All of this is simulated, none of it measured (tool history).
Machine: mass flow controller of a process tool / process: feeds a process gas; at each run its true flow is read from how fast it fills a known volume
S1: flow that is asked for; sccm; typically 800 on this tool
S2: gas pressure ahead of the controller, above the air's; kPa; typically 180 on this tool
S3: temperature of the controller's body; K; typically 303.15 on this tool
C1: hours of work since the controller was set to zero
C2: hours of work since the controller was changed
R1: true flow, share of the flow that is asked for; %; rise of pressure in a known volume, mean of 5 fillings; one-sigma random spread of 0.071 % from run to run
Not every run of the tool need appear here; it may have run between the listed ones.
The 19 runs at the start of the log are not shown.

{"run": 20, "hour": 2570.3, "S1": 800, "S2": 180, "S3": 294.15, "C1": 3096, "C2": 3096, "R1": 98.27}
{"run": 21, "hour": 2707.9, "S1": 800, "S2": 180, "S3": 294.15, "C1": 3187, "C2": 3187, "R1": 98.21}
{"run": 22, "hour": 2882.4, "S1": 800, "S2": 180, "S3": 303.15, "C1": 3303, "C2": 3303, "R1": 98.32}
{"run": 23, "hour": 3033.7, "S1": 800, "S2": 180, "S3": 303.15, "C1": 3403, "C2": 3403, "R1": 98.41}
{"run": 24, "hour": 3109.5, "S1": 846, "S2": 189, "S3": 298.15, "C1": 3453, "C2": 3453, "R1": 98.34}
{"run": 25, "hour": 3264.6, "S1": 290, "S2": 149, "S3": 303.15, "C1": 3555, "C2": 3555, "R1": 96.88}
{"run": 26, "hour": 3391.7, "S1": 697, "S2": 164, "S3": 303.15, "C1": 3640, "C2": 3640, "R1": 97.88}
{"run": 27, "hour": 3472.1, "S1": 697, "S2": 164, "S3": 303.15, "C1": 3693, "C2": 3693, "R1": 97.94}
{"run": 28, "hour": 3583.7, "S1": 128, "S2": 164, "S3": 296.15, "C1": 3767, "C2": 3767, "R1": 96.17}
{"run": 29, "hour": 3715.6, "S1": 128, "S2": 164, "S3": 296.15, "C1": 3854, "C2": 3854, "R1": 96.07}
{"run": 30, "hour": 3854.5, "S1": 352, "S2": 189, "S3": 303.15, "C1": 3946, "C2": 3946, "R1": 96.64}
{"run": 31, "hour": 3931.7, "S1": 282, "S2": 223, "S3": 312.15, "C1": 3997, "C2": 3997, "R1": 96.5}
{"run": 32, "hour": 4081.0, "S1": 160, "S2": 180, "S3": 303.15, "C1": 4096, "C2": 4096, "R1": 96.01}
{"run": 33, "hour": 4228.0, "S1": 160, "S2": 180, "S3": 303.15, "C1": 4193, "C2": 4193, "R1": 96.12}
{"run": 34, "hour": 4316.5, "S1": 800, "S2": 180, "S3": 312.15, "C1": 4251, "C2": 4251, "R1": 97.98}
{"hour": 4378.7, "done": "gauge calibrated"}
{"run": 35, "hour": 4426.2, "S1": 103, "S2": 180, "S3": 313.15, "C1": 4324, "C2": 4324, "R1": 97.98}
{"run": 36, "hour": 4518.1, "S1": 800, "S2": 156, "S3": 298.15, "C1": 4385, "C2": 4385, "R1": 99.69}
{"run": 37, "hour": 4611.1, "S1": 800, "S2": 180, "S3": 305.15, "C1": 4446, "C2": 4446, "R1": 99.58}
{"run": 38, "hour": 4768.1, "S1": 800, "S2": 195, "S3": 303.15, "C1": 4550, "C2": 4550, "R1": 99.47}
{"run": 39, "hour": 4950.8, "S1": 800, "S2": 195, "S3": 303.15, "C1": 4671, "C2": 4671, "R1": 99.42}
{"run": 40, "hour": 5090.6, "S1": 118, "S2": 194, "S3": 298.15, "C1": 4763, "C2": 4763, "R1": 97.26}
{"run": 41, "hour": 5181.9, "S1": 387, "S2": 198, "S3": 301.15, "C1": 4824, "C2": 4824, "R1": 98.12}
{"hour": 5298.7, "done": "controller's zero set anew"}
{"run": 42, "hour": 5310.5, "S1": 387, "S2": 198, "S3": 301.15, "C1": 8, "C2": 4909, "R1": 98.11}
{"run": 43, "hour": 5425.3, "S1": 550, "S2": 224, "S3": 298.15, "C1": 84, "C2": 4984, "R1": 98.22}
{"run": 44, "hour": 5528.5, "S1": 224, "S2": 171, "S3": 298.15, "C1": 152, "C2": 5053, "R1": 97.39}

Alternative continuations, all from the tool just after run 44; predict every row:
{"run": "A", "hour": 5648.8, "S1": 505, "S2": 274, "S3": 309.15, "C1": 232, "C2": 5132, "R1": "?"}
{"run": "B", "hour": 5648.8, "S1": 224, "S2": 209, "S3": 307.15, "C1": 232, "C2": 5132, "R1": "?"}
{"run": "C", "hour": 5648.8, "S1": 800, "S2": 193, "S3": 303.15, "C1": 232, "C2": 5132, "R1": "?"}

run=A R1=98.19
run=B R1=97.47
run=C R1=99.14
What these runs would have given with no unlogged condition in the tool:
run=A R1=98.72
run=B R1=97.99
run=C R1=99.68
